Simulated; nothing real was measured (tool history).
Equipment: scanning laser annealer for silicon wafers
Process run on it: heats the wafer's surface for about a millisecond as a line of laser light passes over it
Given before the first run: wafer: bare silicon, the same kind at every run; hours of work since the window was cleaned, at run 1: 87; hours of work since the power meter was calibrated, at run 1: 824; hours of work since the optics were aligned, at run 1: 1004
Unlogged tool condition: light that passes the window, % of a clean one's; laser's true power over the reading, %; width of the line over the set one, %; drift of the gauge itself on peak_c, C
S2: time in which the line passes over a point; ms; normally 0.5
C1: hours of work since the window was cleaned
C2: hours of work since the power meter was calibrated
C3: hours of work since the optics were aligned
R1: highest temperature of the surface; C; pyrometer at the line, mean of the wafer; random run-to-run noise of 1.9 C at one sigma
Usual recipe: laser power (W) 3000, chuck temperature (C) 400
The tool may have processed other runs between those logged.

Run 1, hour 0: usual settings; C1 87; C2 824; C3 1004. Result: R1 1211 C.
Run 2, hour 77.8: usual settings; C1 140; C2 877; C3 1057. Result: R1 1204 C.
Run 3, hour 127.7: usual settings; C1 174; C2 911; C3 1091. Result: R1 1204 C.
Run 4, hour 176.6: usual settings; C1 207; C2 944; C3 1124. Result: R1 1202 C.
Run 5, hour 274.2: usual settings; C1 273; C2 1010; C3 1190. Result: R1 1198 C.
At hour 359.9: optics aligned, line set to its width.
Run 6, hour 365.8: usual settings but chuck temperature (C) 397; C1 332; C2 1069; C3 4. Result: R1 1209 C.
Run 7, hour 431.7: usual settings; C1 377; C2 1114; C3 49. Result: R1 1205 C.
Run 8, hour 484.7: usual settings; C1 413; C2 1150; C3 85. Result: R1 1207 C.
Run 9, hour 567.7: usual settings; C1 470; C2 1207; C3 141. Result: R1 1204 C.
Run 10, hour 614: usual settings but laser power (W) 3014, S2 0.401 ms, chuck temperature (C) 427; C1 501; C2 1238; C3 173. Result: R1 1146 C.
Run 11, hour 658.3: usual settings but laser power (W) 3161, S2 0.614 ms, chuck temperature (C) 405; C1 531; C2 1268; C3 203. Result: R1 1343 C.
Run 12, hour 721.8: usual settings but S2 0.353 ms, chuck temperature (C) 439; C1 574; C2 1311; C3 246. Result: R1 1111 C.
Run 13, hour 782.4: usual settings but S2 0.353 ms, chuck temperature (C) 439; C1 616; C2 1353; C3 287. Result: R1 1109 C.
Run 14, hour 852.3: usual settings but S2 0.584 ms, chuck temperature (C) 364; C1 663; C2 1400; C3 335. Result: R1 1215 C.
Run 15, hour 938.4: usual settings but S2 0.584 ms, chuck temperature (C) 364; C1 722; C2 1459; C3 393. Result: R1 1213 C.
Run 16, hour 1020.5: usual settings but laser power (W) 2570, S2 0.565 ms; C1 778; C2 1515; C3 449. Result: R1 1101 C.
Run 17, hour 1077.2: usual settings but laser power (W) 3120, S2 0.444 ms; C1 816; C2 1553; C3 488. Result: R1 1172 C.

Pick out some run-to-run changes in R1. Of each, how much would a tool without hidden state show as well, from the settings, what came in and chance, and how much is left for the hidden state and any gauge scatter not in both results compared?
Run 5 -> 6: chuck temperature (C) 400 -> 397, optics aligned, line set to its width. R1 +11 C: hidden state +13, all else -2.
Run 11 -> 12: laser power (W) 3161 -> 3000, S2 0.614 -> 0.353, chuck temperature (C) 405 -> 439. R1 -232 C: hidden state +6, all else -238.
